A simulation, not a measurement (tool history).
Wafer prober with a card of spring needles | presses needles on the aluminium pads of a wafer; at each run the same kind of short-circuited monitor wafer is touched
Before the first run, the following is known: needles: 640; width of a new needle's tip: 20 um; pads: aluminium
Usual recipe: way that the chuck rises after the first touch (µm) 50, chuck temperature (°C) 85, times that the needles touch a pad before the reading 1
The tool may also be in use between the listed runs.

| run | hour | way that the chuck rises after the first touch (µm) | chuck temperature (°C) | times that the needles touch a pad before the reading | resistance of one needle with its contact and lead (mohm) | way that a needle slides on the pad (µm) |
|---|---|---|---|---|---|---|
| 1 | 0.0 | 50 | 85 | 1 | 252 | 13.75 |
| 2 | 24.1 | 50 | 85 | 1 | 248 | 13.74 |
| 3 | 40.1 | 50 | 85 | 1 | 250 | 13.81 |
| 4 | 59.2 | 50 | 85 | 1 | 254 | 13.75 |
| 5 | 80.3 | 50 | 85 | 1 | 252 | 13.77 |
| 6 | 106.5 | 32 | 85 | 1 | 270 | 8.78 |
| 7 | 138.8 | 50 | 85 | 1 | 252 | 13.73 |
| 8 | 155.2 | 50 | 85 | 1 | 250 | 13.80 |
| 9 | 169.8 | 36 | 85 | 1 | 255 | 9.83 |
| 10 | 199.5 | 50 | 85 | 1 | 248 | 13.81 |
| 11 | 217.8 | 50 | 85 | 1 | 251 | 13.70 |
| 12 | 254.1 | 50 | 85 | 1 | 250 | 13.81 |
| 13 | 285.4 | 50 | 85 | 3 | 250 | 13.93 |
| 14 | 308.1 | 50 | 85 | 2 | 252 | 13.71 |
| 15 | 325.0 | 56 | 39 | 2 | 237 | 15.39 |
| 16 | 353.9 | 50 | 35 | 1 | 237 | 13.78 |
| 17 | 369.2 | 50 | 116 | 2 | 261 | 13.78 |
| 18 | 398.0 | 54 | 116 | 2 | 258 | 14.95 |
| 19 | 417.3 | 55 | 39 | 1 | 238 | 15.07 |
| 20 | 451.5 | 32 | 85 | 1 | 271 | 8.82 |
| 21 | 469.5 | 45 | 70 | 1 | 252 | 12.38 |
| 22 | 500.4 | 45 | 70 | 1 | 250 | 12.44 |
| 23 | 535.8 | 45 | 70 | 1 | 249 | 12.42 |
| 24 | 564.7 | 45 | 70 | 1 | 257 | 12.38 |
| 25 | 591.7 | 45 | 70 | 1 | 253 | 12.40 |
| 26 | 619.6 | 32 | 35 | 2 | 250 | 8.80 |

Put back what was entered between runs (89 entries, withheld): which listed runs does each sit between, and how does the hidden state differ from the listed run before to the listed run after?
In the gap between runs 1 and 2: tips cleaned on abrasive film (hour 1.6); tips cleaned on abrasive film (hour 7.9); tips cleaned on abrasive film (hour 15.8); tips cleaned on abrasive film (hour 23.6)
  debris on the tips, nm: 0.2 -> 0.1
In the gap between runs 2 and 3: tips cleaned on abrasive film (hour 30.4); tips cleaned on abrasive film (hour 38.2)
  no difference in the tool's unlogged condition between these two runs
In the gap between runs 3 and 4: tips cleaned on abrasive film (hour 44.8); tips cleaned on abrasive film (hour 52.5); tips cleaned on abrasive film (hour 58.8)
  debris on the tips, nm: 0.1 -> 0
In the gap between runs 4 and 5: tips cleaned on abrasive film (hour 65.5); tips cleaned on abrasive film (hour 71.8); tips cleaned on abrasive film (hour 79.6)
  debris on the tips, nm: 0 -> 0.1
In the gap between runs 5 and 6: tips cleaned on abrasive film (hour 86.5); tips cleaned on abrasive film (hour 94.3); tips cleaned on abrasive film (hour 102.1)
  debris on the tips, nm: 0.1 -> 0.2
In the gap between runs 6 and 7: tips cleaned on abrasive film (hour 109.7); tips cleaned on abrasive film (hour 117.6); tips cleaned on abrasive film (hour 125.3); tips cleaned on abrasive film (hour 131.6); tips cleaned on abrasive film (hour 138.8)
  debris on the tips, nm: 0.2 -> 0
In the gap between runs 7 and 8: tips cleaned on abrasive film (hour 145.1); tips cleaned on abrasive film (hour 152.9)
  debris on the tips, nm: 0 -> 0.1
In the gap between runs 8 and 9: tips cleaned on abrasive film (hour 159.9); tips cleaned on abrasive film (hour 167.8)
  no difference in the tool's unlogged condition between these two runs
In the gap between runs 9 and 10: tips cleaned on abrasive film (hour 174.6); height of the first contact set anew (hour 179.5); tips cleaned on abrasive film (hour 182.7); tips cleaned on abrasive film (hour 190.4); tips cleaned on abrasive film (hour 198.3)
  no difference in the tool's unlogged condition between these two runs
In the gap between runs 10 and 11: tips cleaned on abrasive film (hour 205.8); tips cleaned on abrasive film (hour 213.6)
  debris on the tips, nm: 0.1 -> 0.2
In the gap between runs 11 and 12: tips cleaned on abrasive film (hour 221.0); tips cleaned on abrasive film (hour 227.3); tips cleaned on abrasive film (hour 235.1); tips cleaned on abrasive film (hour 242.9); tips cleaned on abrasive film (hour 250.7)
  debris on the tips, nm: 0.2 -> 0.1
In the gap between runs 12 and 13: tips cleaned on abrasive film (hour 257.3); tips cleaned on abrasive film (hour 265.2); tips cleaned on abrasive film (hour 271.4); tips cleaned on abrasive film (hour 277.7); tips cleaned on abrasive film (hour 285.4)
  debris on the tips, nm: 0.1 -> 0
In the gap between runs 13 and 14: tips cleaned on abrasive film (hour 291.7); tips cleaned on abrasive film (hour 299.5); tips cleaned on abrasive film (hour 307.3)
  debris on the tips, nm: 0 -> 0.1
In the gap between runs 14 and 15: tips cleaned on abrasive film (hour 314.4); tips cleaned on abrasive film (hour 320.7)
  debris on the tips, nm: 0.1 -> 0.2
In the gap between runs 15 and 16: tips cleaned on abrasive film (hour 328.1); tips cleaned on abrasive film (hour 336.0); tips cleaned on abrasive film (hour 342.3); tips cleaned on abrasive film (hour 350.1)
  no difference in the tool's unlogged condition between these two runs
In the gap between runs 16 and 17: tips cleaned on abrasive film (hour 357.1); tips cleaned on abrasive film (hour 364.8)
  no difference in the tool's unlogged condition between these two runs
In the gap between runs 17 and 18: tips cleaned on abrasive film (hour 372.3); tips cleaned on abrasive film (hour 380.1); tips cleaned on abrasive film (hour 388.0); height of the first contact set anew (hour 391.4); tips cleaned on abrasive film (hour 394.6)
  no difference in the tool's unlogged condition between these two runs
In the gap between runs 18 and 19: tips cleaned on abrasive film (hour 401.2); tips cleaned on abrasive film (hour 409.0); tips cleaned on abrasive film (hour 416.8)
  debris on the tips, nm: 0.2 -> 0.1
In the gap between runs 19 and 20: tips cleaned on abrasive film (hour 423.6); tips cleaned on abrasive film (hour 431.3); tips cleaned on abrasive film (hour 439.2); tips cleaned on abrasive film (hour 445.5)
  debris on the tips, nm: 0.1 -> 0.2
In the gap between runs 20 and 21: tips cleaned on abrasive film (hour 453.2); tips cleaned on abrasive film (hour 459.5); tips cleaned on abrasive film (hour 465.8)
  no difference in the tool's unlogged condition between these two runs
In the gap between runs 21 and 22: tips cleaned on abrasive film (hour 472.6); tips cleaned on abrasive film (hour 478.9); tips cleaned on abrasive film (hour 486.7); tips cleaned on abrasive film (hour 494.6)
  no difference in the tool's unlogged condition between these two runs
In the gap between runs 22 and 23: tips cleaned on abrasive film (hour 502.0); tips cleaned on abrasive film (hour 508.3); tips cleaned on abrasive film (hour 516.1); tips cleaned on abrasive film (hour 523.9); tips cleaned on abrasive film (hour 530.2)
  no difference in the tool's unlogged condition between these two runs
In the gap between runs 23 and 24: tips cleaned on abrasive film (hour 537.4); tips cleaned on abrasive film (hour 545.2); tips cleaned on abrasive film (hour 553.1); tips cleaned on abrasive film (hour 560.9)
  no difference in the tool's unlogged condition between these two runs
In the gap between runs 24 and 25: tips cleaned on abrasive film (hour 567.9); tips cleaned on abrasive film (hour 575.7); tips cleaned on abrasive film (hour 583.6); tips cleaned on abrasive film (hour 589.9)
  debris on the tips, nm: 0.2 -> 0.1
In the gap between runs 25 and 26: tips cleaned on abrasive film (hour 596.5); height of the first contact set anew (hour 603.0); tips cleaned on abrasive film (hour 604.6); tips cleaned on abrasive film (hour 610.9); tips cleaned on abrasive film (hour 618.7)
  no difference in the tool's unlogged condition between these two runs

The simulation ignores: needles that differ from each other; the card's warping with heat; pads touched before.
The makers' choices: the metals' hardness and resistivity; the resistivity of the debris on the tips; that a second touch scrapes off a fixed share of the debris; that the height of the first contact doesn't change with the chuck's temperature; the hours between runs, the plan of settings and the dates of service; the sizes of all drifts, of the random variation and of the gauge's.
